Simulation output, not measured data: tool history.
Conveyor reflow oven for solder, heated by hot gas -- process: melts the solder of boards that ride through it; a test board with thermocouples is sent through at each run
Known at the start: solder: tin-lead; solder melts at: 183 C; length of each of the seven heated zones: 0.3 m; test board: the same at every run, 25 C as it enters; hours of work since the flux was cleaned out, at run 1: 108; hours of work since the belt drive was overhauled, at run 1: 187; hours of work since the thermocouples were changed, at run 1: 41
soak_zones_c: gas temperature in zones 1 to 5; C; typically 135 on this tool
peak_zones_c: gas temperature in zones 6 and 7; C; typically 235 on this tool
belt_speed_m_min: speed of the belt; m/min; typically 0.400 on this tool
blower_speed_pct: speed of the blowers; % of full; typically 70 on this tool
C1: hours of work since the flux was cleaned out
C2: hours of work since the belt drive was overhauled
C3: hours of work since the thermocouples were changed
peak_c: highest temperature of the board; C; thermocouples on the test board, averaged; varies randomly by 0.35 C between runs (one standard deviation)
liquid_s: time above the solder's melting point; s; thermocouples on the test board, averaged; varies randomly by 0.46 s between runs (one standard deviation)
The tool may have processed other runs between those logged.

{"run": 1, "hour": 0.0, "soak_zones_c": 135, "peak_zones_c": 235, "belt_speed_m_min": 0.4, "blower_speed_pct": 70, "C1": 108, "C2": 187, "C3": 41, "peak_c": 220.4, "liquid_s": 70.6}
{"run": 2, "hour": 14.4, "soak_zones_c": 135, "peak_zones_c": 235, "belt_speed_m_min": 0.4, "blower_speed_pct": 70, "C1": 119, "C2": 198, "C3": 52, "peak_c": 220.7, "liquid_s": 69.3}
{"run": 3, "hour": 30.2, "soak_zones_c": 135, "peak_zones_c": 235, "belt_speed_m_min": 0.4, "blower_speed_pct": 70, "C1": 131, "C2": 210, "C3": 65, "peak_c": 220.1, "liquid_s": 69.7}
{"run": 4, "hour": 37.7, "soak_zones_c": 135, "peak_zones_c": 235, "belt_speed_m_min": 0.4, "blower_speed_pct": 70, "C1": 137, "C2": 216, "C3": 70, "peak_c": 220.4, "liquid_s": 69.0}
{"run": 5, "hour": 48.5, "soak_zones_c": 135, "peak_zones_c": 250, "belt_speed_m_min": 0.4, "blower_speed_pct": 70, "C1": 145, "C2": 224, "C3": 79, "peak_c": 234.2, "liquid_s": 78.7}
{"run": 6, "hour": 58.6, "soak_zones_c": 135, "peak_zones_c": 250, "belt_speed_m_min": 0.4, "blower_speed_pct": 70, "C1": 153, "C2": 232, "C3": 86, "peak_c": 233.8, "liquid_s": 79.0}
{"run": 7, "hour": 67.9, "soak_zones_c": 135, "peak_zones_c": 250, "belt_speed_m_min": 0.4, "blower_speed_pct": 70, "C1": 160, "C2": 239, "C3": 93, "peak_c": 233.8, "liquid_s": 79.9}
{"run": 8, "hour": 78.2, "soak_zones_c": 135, "peak_zones_c": 235, "belt_speed_m_min": 0.465, "blower_speed_pct": 70, "C1": 168, "C2": 247, "C3": 101, "peak_c": 214.7, "liquid_s": 54.5}
{"run": 9, "hour": 92.6, "soak_zones_c": 135, "peak_zones_c": 243, "belt_speed_m_min": 0.4, "blower_speed_pct": 70, "C1": 179, "C2": 258, "C3": 112, "peak_c": 227.7, "liquid_s": 75.3}
{"run": 10, "hour": 107.2, "soak_zones_c": 135, "peak_zones_c": 243, "belt_speed_m_min": 0.4, "blower_speed_pct": 70, "C1": 190, "C2": 269, "C3": 123, "peak_c": 227.9, "liquid_s": 74.3}
{"run": 11, "hour": 116.4, "soak_zones_c": 135, "peak_zones_c": 235, "belt_speed_m_min": 0.4, "blower_speed_pct": 70, "C1": 197, "C2": 276, "C3": 130, "peak_c": 220.8, "liquid_s": 69.7}
{"run": 12, "hour": 129.9, "soak_zones_c": 135, "peak_zones_c": 235, "belt_speed_m_min": 0.4, "blower_speed_pct": 70, "C1": 207, "C2": 286, "C3": 141, "peak_c": 220.7, "liquid_s": 70.0}
{"run": 13, "hour": 136.4, "soak_zones_c": 135, "peak_zones_c": 235, "belt_speed_m_min": 0.4, "blower_speed_pct": 70, "C1": 212, "C2": 291, "C3": 146, "peak_c": 220.6, "liquid_s": 71.2}
{"run": 14, "hour": 143.7, "soak_zones_c": 124, "peak_zones_c": 235, "belt_speed_m_min": 0.4, "blower_speed_pct": 70, "C1": 218, "C2": 297, "C3": 151, "peak_c": 218.9, "liquid_s": 64.3}
{"run": 15, "hour": 157.6, "soak_zones_c": 124, "peak_zones_c": 235, "belt_speed_m_min": 0.4, "blower_speed_pct": 70, "C1": 229, "C2": 308, "C3": 162, "peak_c": 218.3, "liquid_s": 63.9}
{"hour": 170.2, "done": "flux residue cleaned out of gas plates and filters"}
{"run": 16, "hour": 170.9, "soak_zones_c": 138, "peak_zones_c": 232, "belt_speed_m_min": 0.4, "blower_speed_pct": 70, "C1": 0, "C2": 314, "C3": 168, "peak_c": 219.3, "liquid_s": 71.1}
{"run": 17, "hour": 182.5, "soak_zones_c": 148, "peak_zones_c": 243, "belt_speed_m_min": 0.4, "blower_speed_pct": 70, "C1": 9, "C2": 323, "C3": 177, "peak_c": 230.7, "liquid_s": 82.4}
{"run": 18, "hour": 195.5, "soak_zones_c": 135, "peak_zones_c": 235, "belt_speed_m_min": 0.4, "blower_speed_pct": 88, "C1": 19, "C2": 333, "C3": 187, "peak_c": 224.7, "liquid_s": 73.7}
{"hour": 200.2, "done": "belt drive overhauled, speed set with a stopwatch"}
{"run": 19, "hour": 206.1, "soak_zones_c": 135, "peak_zones_c": 235, "belt_speed_m_min": 0.4, "blower_speed_pct": 88, "C1": 24, "C2": 5, "C3": 192, "peak_c": 224.8, "liquid_s": 73.4}
{"run": 20, "hour": 218.2, "soak_zones_c": 135, "peak_zones_c": 235, "belt_speed_m_min": 0.404, "blower_speed_pct": 68, "C1": 34, "C2": 14, "C3": 201, "peak_c": 220.9, "liquid_s": 69.2}
{"run": 21, "hour": 228.3, "soak_zones_c": 135, "peak_zones_c": 235, "belt_speed_m_min": 0.404, "blower_speed_pct": 68, "C1": 41, "C2": 21, "C3": 209, "peak_c": 220.2, "liquid_s": 69.0}
{"run": 22, "hour": 235.0, "soak_zones_c": 147, "peak_zones_c": 243, "belt_speed_m_min": 0.445, "blower_speed_pct": 56, "C1": 46, "C2": 27, "C3": 214, "peak_c": 223.5, "liquid_s": 69.2}
{"run": 23, "hour": 241.4, "soak_zones_c": 147, "peak_zones_c": 243, "belt_speed_m_min": 0.445, "blower_speed_pct": 56, "C1": 51, "C2": 31, "C3": 219, "peak_c": 223.8, "liquid_s": 67.5}
{"run": 24, "hour": 250.7, "soak_zones_c": 147, "peak_zones_c": 243, "belt_speed_m_min": 0.445, "blower_speed_pct": 56, "C1": 58, "C2": 39, "C3": 226, "peak_c": 223.8, "liquid_s": 68.6}
{"hour": 263.4, "done": "belt drive overhauled, speed set with a stopwatch, once more"}
{"run": 25, "hour": 266.5, "soak_zones_c": 147, "peak_zones_c": 243, "belt_speed_m_min": 0.445, "blower_speed_pct": 56, "C1": 67, "C2": 2, "C3": 235, "peak_c": 222.9, "liquid_s": 68.1}
{"run": 26, "hour": 274.5, "soak_zones_c": 147, "peak_zones_c": 243, "belt_speed_m_min": 0.445, "blower_speed_pct": 56, "C1": 74, "C2": 8, "C3": 241, "peak_c": 224.0, "liquid_s": 67.3}
{"run": 27, "hour": 283.9, "soak_zones_c": 142, "peak_zones_c": 228, "belt_speed_m_min": 0.367, "blower_speed_pct": 55, "C1": 81, "C2": 16, "C3": 248, "peak_c": 215.3, "liquid_s": 73.1}
{"run": 28, "hour": 296.9, "soak_zones_c": 142, "peak_zones_c": 228, "belt_speed_m_min": 0.367, "blower_speed_pct": 55, "C1": 91, "C2": 26, "C3": 258, "peak_c": 215.4, "liquid_s": 73.8}
{"run": 29, "hour": 311.4, "soak_zones_c": 133, "peak_zones_c": 235, "belt_speed_m_min": 0.327, "blower_speed_pct": 59, "C1": 102, "C2": 37, "C3": 269, "peak_c": 224.8, "liquid_s": 89.4}
{"run": 30, "hour": 324.1, "soak_zones_c": 135, "peak_zones_c": 226, "belt_speed_m_min": 0.4, "blower_speed_pct": 71, "C1": 111, "C2": 46, "C3": 279, "peak_c": 212.9, "liquid_s": 62.9}

Measured less the same run without the tool's hidden state. The same run-to-run variation is in both; the gauge's scatter may not be:
Hidden conditions of the tool in this case: heat that the gas passes to the board, % of a clean oven's; belt's true speed, % of the reading; true gas temperature in zones 6 and 7 over the reading, C; drift of the gauge itself on peak_c, C; drift of the gauge itself on liquid_s, %.
run=1 peak_c=+0.1 liquid_s=+0.1
run=2 peak_c=+0.2 liquid_s=+0.1
run=3 peak_c=+0.1 liquid_s=+0.1
run=4 peak_c=+0.2 liquid_s=+0.1
run=5 peak_c=+0.1 liquid_s=+0.2
run=6 peak_c=+0.1 liquid_s=+0.3
run=7 peak_c=+0.0 liquid_s=+0.2
run=8 peak_c=+0.0 liquid_s=+0.0
run=9 peak_c=+0.1 liquid_s=+0.1
run=10 peak_c=+0.1 liquid_s=+0.2
run=11 peak_c=+0.1 liquid_s=+0.1
run=12 peak_c=+0.1 liquid_s=+0.1
run=13 peak_c=+0.1 liquid_s=+0.2
run=14 peak_c=+0.0 liquid_s=+0.0
run=15 peak_c=+0.0 liquid_s=-0.1
run=16 peak_c=+1.0 liquid_s=+1.0
run=17 peak_c=+1.0 liquid_s=+0.9
run=18 peak_c=+0.9 liquid_s=+0.9
run=19 peak_c=+1.0 liquid_s=+0.9
run=20 peak_c=+1.0 liquid_s=+1.1
run=21 peak_c=+1.0 liquid_s=+1.0
run=22 peak_c=+0.9 liquid_s=+1.0
run=23 peak_c=+0.9 liquid_s=+1.0
run=24 peak_c=+1.0 liquid_s=+1.0
run=25 peak_c=+0.7 liquid_s=+0.4
run=26 peak_c=+0.7 liquid_s=+0.5
run=27 peak_c=+0.9 liquid_s=+0.7
run=28 peak_c=+0.9 liquid_s=+0.7
run=29 peak_c=+1.0 liquid_s=+0.7
run=30 peak_c=+0.7 liquid_s=+0.5
